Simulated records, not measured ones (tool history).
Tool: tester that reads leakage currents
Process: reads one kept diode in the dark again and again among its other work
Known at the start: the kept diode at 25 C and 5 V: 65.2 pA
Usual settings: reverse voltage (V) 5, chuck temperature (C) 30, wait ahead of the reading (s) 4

run	day	reverse voltage (V)	chuck temperature (C)	wait ahead of the reading (s)	current that the tester gives (pA)
1	0	5	30	4	111.99
2	2.421	5	30	4	113.73
3	4.233	5	30	4	113.38
4	5.908	5	30	4	113.91
# day 6.571: chuck's temperature calibrated
5	7.721	5	30	4	100.66
6	9.392	5	30	4	101.21
7	11.942	5	30	4	101.31
8	14.15	5	30	4	102.33
9	16.067	5	30	4	102.94
10	17.671	5	30	4	103.78
11	19.583	5	37	4	177.58
12	22.371	5	37	4	178.19
13	23.692	3.33	30	4	83.9
14	25.475	3.33	30	4	84.52
15	27.229	3.33	30	4	84.51
16	29.029	5	30	4	105.95
17	31.108	5	30	4	106.51
18	32.933	5	30	4	107.12
19	34.671	5	30	4	107.09
20	37.325	5	30	4	108.19
21	38.9	4.35	24	4.36	62.74
22	40.712	1.14	49	4.36	201.38
23	42.542	1.14	26	6.02	35.51
24	44.279	11.4	54	0.55	976
25	46.371	4.45	51	4	483.12
26	49.033	6.81	56	5.41	851.32
27	51.1	6.81	56	5.41	859.96
28	53.571	6.81	42	7.15	323.33
29	55.642	4.45	23	7.15	60.85
30	57.683	4.45	23	7.15	61.13
31	60.246	5	26	4	82.9
32	61.496	5	26	4	83.57
33	63.638	5	22	4	61.69
34	65.829	5.73	21	0.35	66.21
35	67.029	1.59	34	5.08	83.2
36	69.367	18.87	40	0.44	511.44
37	71.575	3.18	40	1.13	192.19
38	74.267	3.18	40	1.13	192.23
39	76.833	2.83	42	1.13	209.71

Hidden state or all else? Some run-to-run changes of current that the tester gives (pA), split into what the settings, what came in and random variation would give without the hidden state, and what is left for the hidden state (with any gauge scatter that isn't in both results):
The hidden state here: stray current of the dirty probe card, pA a volt; current scale over the true one, %; true chuck temperature over the reading, C; drift of the gauge itself on leakage_pa, %.
Run 23 -> 24: reverse voltage (V) 1.14 -> 11.4, chuck temperature (C) 26 -> 54, wait ahead of the reading (s) 6.02 -> 0.55. current that the tester gives (pA) +940.49: hidden state +57.74, all else +882.75.
Run 24 -> 25: reverse voltage (V) 11.4 -> 4.45, chuck temperature (C) 54 -> 51, wait ahead of the reading (s) 0.55 -> 4. current that the tester gives (pA) -492.88: hidden state -29.22, all else -463.66.
Run 27 -> 28: chuck temperature (C) 56 -> 42, wait ahead of the reading (s) 5.41 -> 7.15. current that the tester gives (pA) -536.63: hidden state -30.49, all else -506.14.
Run 35 -> 36: reverse voltage (V) 1.59 -> 18.87, chuck temperature (C) 34 -> 40, wait ahead of the reading (s) 5.08 -> 0.44. current that the tester gives (pA) +428.24: hidden state +56.06, all else +372.18.
Run 36 -> 37: reverse voltage (V) 18.87 -> 3.18, wait ahead of the reading (s) 0.44 -> 1.13. current that the tester gives (pA) -319.25: hidden state -43.5, all else -275.75.
